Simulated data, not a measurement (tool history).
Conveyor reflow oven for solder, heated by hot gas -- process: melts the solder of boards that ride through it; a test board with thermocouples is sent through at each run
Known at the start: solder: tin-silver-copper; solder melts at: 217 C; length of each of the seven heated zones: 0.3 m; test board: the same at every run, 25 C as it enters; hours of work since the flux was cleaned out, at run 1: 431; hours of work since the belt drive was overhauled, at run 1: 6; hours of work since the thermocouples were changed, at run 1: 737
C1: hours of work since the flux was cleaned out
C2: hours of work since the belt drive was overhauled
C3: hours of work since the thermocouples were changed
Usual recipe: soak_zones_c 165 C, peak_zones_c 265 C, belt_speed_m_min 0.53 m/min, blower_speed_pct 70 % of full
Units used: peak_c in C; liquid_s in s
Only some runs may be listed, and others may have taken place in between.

Run 1, day 0: usual settings; C1 431; C2 6; C3 737. Result: peak_c 242.4 C, liquid_s 38.7 s.
Run 2, day 0.442: usual settings; C1 436; C2 10; C3 741. Result: peak_c 242.1 C, liquid_s 38.4 s.
At day 0.725: flux residue cleaned out of gas plates and filters.
Run 3, day 0.962: usual settings; C1 2; C2 13; C3 744. Result: peak_c 244.4 C, liquid_s 41 s.
Run 4, day 1.175: usual settings; C1 5; C2 15; C3 746. Result: peak_c 244.3 C, liquid_s 41 s.
Run 5, day 1.483: usual settings; C1 8; C2 19; C3 750. Result: peak_c 244.4 C, liquid_s 40.9 s.
Run 6, day 1.925: usual settings; C1 12; C2 23; C3 754. Result: peak_c 244.3 C, liquid_s 40.8 s.
Run 7, day 2.267: usual settings but soak_zones_c 178 C; C1 16; C2 27; C3 758. Result: peak_c 247.1 C, liquid_s 47.3 s.
Run 8, day 2.696: usual settings but belt_speed_m_min 0.562 m/min; C1 20; C2 31; C3 762. Result: peak_c 241.9 C, liquid_s 36.3 s.
Run 9, day 3.104: usual settings but belt_speed_m_min 0.587 m/min; C1 24; C2 35; C3 766. Result: peak_c 240 C, liquid_s 32.8 s.
Run 10, day 3.362: usual settings but belt_speed_m_min 0.587 m/min; C1 27; C2 38; C3 769. Result: peak_c 240.6 C, liquid_s 32.5 s.
Run 11, day 3.667: usual settings but blower_speed_pct 67 % of full; C1 30; C2 41; C3 772. Result: peak_c 243.2 C, liquid_s 39.8 s.
Run 12, day 3.908: usual settings but blower_speed_pct 67 % of full; C1 32; C2 43; C3 774. Result: peak_c 243.3 C, liquid_s 39.6 s.
Run 13, day 4.304: usual settings but blower_speed_pct 67 % of full; C1 36; C2 47; C3 778. Result: peak_c 243.4 C, liquid_s 39.8 s.
Run 14, day 4.629: usual settings but peak_zones_c 264 C; C1 40; C2 51; C3 782. Result: peak_c 243.5 C, liquid_s 40.2 s.
Run 15, day 4.988: usual settings but blower_speed_pct 66 % of full; C1 43; C2 54; C3 785. Result: peak_c 242.8 C, liquid_s 39.5 s.
Run 16, day 5.188: usual settings but blower_speed_pct 66 % of full; C1 45; C2 56; C3 787. Result: peak_c 243 C, liquid_s 39.7 s.
Run 17, day 5.542: usual settings but soak_zones_c 173 C, peak_zones_c 260 C, belt_speed_m_min 0.567 m/min, blower_speed_pct 74 % of full; C1 49; C2 60; C3 791. Result: peak_c 240.7 C, liquid_s 37.3 s.
Run 18, day 5.888: usual settings but soak_zones_c 173 C, peak_zones_c 260 C, belt_speed_m_min 0.567 m/min, blower_speed_pct 74 % of full; C1 53; C2 63; C3 794. Result: peak_c 240.7 C, liquid_s 37.3 s.
Run 19, day 6.225: usual settings but soak_zones_c 173 C, peak_zones_c 260 C, belt_speed_m_min 0.567 m/min, blower_speed_pct 74 % of full; C1 56; C2 67; C3 798. Result: peak_c 240.7 C, liquid_s 37.1 s.
Run 20, day 6.529: usual settings but soak_zones_c 153 C, peak_zones_c 274 C, belt_speed_m_min 0.479 m/min, blower_speed_pct 73 % of full; C1 59; C2 70; C3 801. Result: peak_c 254.6 C, liquid_s 50.8 s.
Run 21, day 6.888: usual settings but soak_zones_c 153 C, peak_zones_c 274 C, belt_speed_m_min 0.61 m/min, blower_speed_pct 73 % of full; C1 63; C2 74; C3 805. Result: peak_c 243.2 C, liquid_s 31.1 s.
Run 22, day 7.204: usual settings but soak_zones_c 166 C, peak_zones_c 257 C, belt_speed_m_min 0.445 m/min, blower_speed_pct 64 % of full; C1 66; C2 77; C3 808. Result: peak_c 241.9 C, liquid_s 48.3 s.
Run 23, day 7.408: usual settings but soak_zones_c 166 C, peak_zones_c 257 C, belt_speed_m_min 0.445 m/min, blower_speed_pct 64 % of full; C1 68; C2 79; C3 810. Result: peak_c 242 C, liquid_s 48.5 s.
Run 24, day 7.654: usual settings but peak_zones_c 266 C, belt_speed_m_min 0.622 m/min; C1 70; C2 81; C3 812. Result: peak_c 238.3 C, liquid_s 28.6 s.
Run 25, day 8.029: usual settings but soak_zones_c 179 C, peak_zones_c 275 C, belt_speed_m_min 0.436 m/min, blower_speed_pct 54 % of full; C1 74; C2 85; C3 816. Result: peak_c 257.2 C, liquid_s 66.7 s.
Run 26, day 8.392: usual settings but soak_zones_c 152 C, peak_zones_c 255 C, belt_speed_m_min 0.438 m/min, blower_speed_pct 53 % of full; C1 78; C2 89; C3 820. Result: peak_c 234.6 C, liquid_s 34.1 s.
Run 27, day 8.621: usual settings but soak_zones_c 152 C, peak_zones_c 257 C, belt_speed_m_min 0.506 m/min, blower_speed_pct 54 % of full; C1 80; C2 91; C3 822. Result: peak_c 230.3 C, liquid_s 23 s.
Run 28, day 8.846: usual settings but soak_zones_c 152 C, peak_zones_c 257 C, belt_speed_m_min 0.506 m/min, blower_speed_pct 54 % of full; C1 83; C2 93; C3 824. Result: peak_c 230.3 C, liquid_s 23.4 s.
Run 29, day 9.279: usual settings but soak_zones_c 159 C, blower_speed_pct 62 % of full; C1 87; C2 98; C3 829. Result: peak_c 239.8 C, liquid_s 34.5 s.
Run 30, day 9.575: usual settings but soak_zones_c 159 C, blower_speed_pct 62 % of full; C1 90; C2 101; C3 832. Result: peak_c 239.9 C, liquid_s 34.7 s.
Run 31, day 9.858: usual settings but soak_zones_c 174 C, peak_zones_c 261 C, belt_speed_m_min 0.515 m/min, blower_speed_pct 71 % of full; C1 93; C2 104; C3 835. Result: peak_c 244.2 C, liquid_s 45.6 s.
Run 32, day 10.2: usual settings but soak_zones_c 172 C, peak_zones_c 277 C, belt_speed_m_min 0.552 m/min, blower_speed_pct 60 % of full; C1 96; C2 107; C3 838. Result: peak_c 250.1 C, liquid_s 44.3 s.

Each row is a separate what-if for the run after 32, all from the same tool condition, not one after another. Results?
Run A, day 10.475: usual settings but soak_zones_c 172 C, peak_zones_c 277 C, belt_speed_m_min 0.552 m/min, blower_speed_pct 74 % of full; C1 99; C2 110; C3 841. Result: peak_c ?, liquid_s ?.
Run B, day 10.475: usual settings but peak_zones_c 253 C, belt_speed_m_min 0.501 m/min; C1 99; C2 110; C3 841. Result: peak_c ?, liquid_s ?.
Run C, day 10.475: usual settings but soak_zones_c 169 C, blower_speed_pct 79 % of full; C1 99; C2 110; C3 841. Result: peak_c ?, liquid_s ?.

run  peak_c  liquid_s
  A   254.9      48.4
  B   236.3      35.9
  C   247.6      45.2
Stripped of hidden state, with their random variation kept, the same runs would have yielded:
run  peak_c  liquid_s
  A     254      47.9
  B   235.2      34.8
  C   246.5      44.6
